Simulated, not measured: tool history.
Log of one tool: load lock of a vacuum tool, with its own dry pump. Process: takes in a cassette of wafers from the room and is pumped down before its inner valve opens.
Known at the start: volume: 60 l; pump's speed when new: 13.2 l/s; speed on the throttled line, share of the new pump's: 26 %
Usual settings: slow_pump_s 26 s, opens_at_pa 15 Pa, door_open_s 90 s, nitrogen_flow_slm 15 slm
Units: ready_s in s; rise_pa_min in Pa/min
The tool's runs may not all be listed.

run	hour	slow_pump_s	opens_at_pa	door_open_s	nitrogen_flow_slm	incoming humidity of the room's air, %	ready_s	rise_pa_min
1	0	26	15	90	15	45.1	59.6	0.098
2	300.1	26	15	168	15	49.3	60.4	0.128
3	505.4	26	15	168	15	43.4	60.1	0.125
4	874.7	26	15	168	15	46	60.6	0.133
5	1125.1	15	15	90	15	44.9	51.6	0.112
6	1399.2	15	15	90	19	44.6	52.6	0.115
7	1601.5	15	15	90	19	47.4	52.6	0.119
8	1897.4	26	15	90	15	48.8	60.5	0.127
9	2138.2	26	15	90	15	43.1	60.5	0.131
10	2415.4	43	15	90	15	48.9	73.1	0.129
11	2613.9	43	15	90	15	46.8	73	0.13
12	2944.2	40	15	90	15	46.9	71.1	0.139
13	3179	40	15	90	15	45	70.4	0.139
14	3493.5	40	15	90	15	48.3	70.9	0.155
15	3668.1	40	15	90	12	45.2	70.5	0.145
16	3835.7	26	15	53	15	41.9	61	0.137
17	4002.8	26	15	53	15	49.5	60.3	0.141
18	4185.8	39	15	32	15	43	70.1	0.139
19	4502.6	39	15	32	15	44.5	70.1	0.139
20	4746.7	39	15	32	28	45.8	70.2	0.137
21	4971.5	39	15	32	28	44.6	70.6	0.146
22	5258.7	26	12	44	15	43.5	61.6	0.162
23	5533.4	26	12	44	15	43.8	62.1	0.161
24	5787	26	12	44	15	44.7	62.6	0.168
25	6031.8	37	27	89	24	42.4	66.2	0.18
26	6257.9	37	27	89	24	43.8	66.4	0.182
27	6555.6	18	20	100	4	46.8	54.2	0.208
28	6768.8	18	20	100	4	45.4	54.1	0.214
29	6996.1	26	21	41	15	43.6	60.2	0.181
30	7150.8	26	21	41	6	45.4	60	0.188
31	7303.4	24	20	41	6	45.1	58.7	0.197
32	7654.5	26	15	26	8	47.5	61.3	0.189
33	7957.5	26	27	35	8	50.2	58.8	0.207
34	8174.8	26	27	35	8	46.3	58.9	0.209

Forecast each of these 4 alternatives for the next run:
A	8468.5	29	27	40	4	46.8	?	?
B	8468.5	23	20	35	8	40.6	?	?
C	8468.5	15	15	90	15	45	?	?
D	8468.5	18	27	35	8	47.7	?	?

run	ready_s	rise_pa_min
A	61.1	0.215
B	58.1	0.212
C	53.8	0.223
D	53.3	0.21
Without the tool's hidden state the same runs would have given:
run	ready_s	rise_pa_min
A	59.1	0.028
B	55.9	0.021
C	51.4	0.036
D	51.1	0.02

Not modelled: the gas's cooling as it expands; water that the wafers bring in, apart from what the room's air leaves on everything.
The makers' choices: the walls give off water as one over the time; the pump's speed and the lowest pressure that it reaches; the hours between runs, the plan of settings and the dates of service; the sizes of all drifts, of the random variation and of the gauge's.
